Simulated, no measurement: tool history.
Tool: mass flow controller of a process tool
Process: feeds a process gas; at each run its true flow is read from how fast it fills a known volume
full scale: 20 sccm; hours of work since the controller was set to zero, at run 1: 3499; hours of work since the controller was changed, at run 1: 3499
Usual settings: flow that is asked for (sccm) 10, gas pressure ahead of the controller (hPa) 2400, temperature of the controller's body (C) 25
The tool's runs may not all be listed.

| run | day | flow that is asked for (sccm) | gas pressure ahead of the controller (hPa) | temperature of the controller's body (C) | hours of work since the controller was set to zero | hours of work since the controller was changed | true flow (%) |
|---|---|---|---|---|---|---|---|
| 1 | 0.000 | 10 | 2400 | 25 | 3499 | 3499 | 102.91 |
| 2 | 10.054 | 10 | 2400 | 33 | 3668 | 3668 | 102.82 |
| 3 | 15.038 | 10 | 2400 | 33 | 3751 | 3751 | 102.87 |
| 4 | 20.271 | 10 | 2400 | 33 | 3839 | 3839 | 103.01 |
| 5 | 26.971 | 10 | 2400 | 25 | 3952 | 3952 | 103.26 |
| 6 | 31.675 | 10 | 2400 | 35 | 4031 | 4031 | 102.97 |
| 7 | 39.904 | 10 | 2400 | 25 | 4169 | 4169 | 103.56 |
| 8 | 46.525 | 10 | 2360 | 25 | 4280 | 4280 | 103.55 |
| 9 | 51.667 | 10 | 2360 | 25 | 4366 | 4366 | 103.73 |
| 10 | 57.767 | 10 | 2360 | 25 | 4469 | 4469 | 103.90 |
|  | 58.204 | controller's zero set anew |
| 11 | 64.775 | 6 | 2720 | 39 | 110 | 4586 | 104.77 |
| 12 | 74.296 | 3 | 2210 | 24 | 270 | 4746 | 108.65 |
| 13 | 80.529 | 3 | 2210 | 24 | 375 | 4851 | 108.74 |
| 14 | 89.821 | 8 | 2400 | 25 | 531 | 5007 | 104.99 |
| 15 | 97.842 | 8 | 2400 | 25 | 666 | 5142 | 105.19 |
|  | 101.567 | controller exchanged for a calibrated one |
| 16 | 106.575 | 8 | 2400 | 25 | 84 | 84 | 99.98 |
|  | 111.696 | controller's zero set anew, once more |
| 17 | 116.417 | 8 | 2400 | 25 | 79 | 249 | 100.05 |
| 18 | 125.067 | 8 | 2400 | 25 | 225 | 394 | 100.11 |
| 19 | 130.004 | 7 | 2400 | 24 | 307 | 477 | 100.44 |

Some steps in true flow (%) between neighbouring runs. How much of each would the tool show without its hidden state too (settings, what came in, random variation), and how much is left for the hidden state, with any gauge scatter that isn't in both results?
The hidden state here: flow at rest that the sensor doesn't see, % of full scale; true flow over the shown one, %; drift of the gauge itself on true_pct, %.
Run 15 -> 16: controller exchanged for a calibrated one. true flow (%) -5.21: hidden state -5.12, all else -0.09.
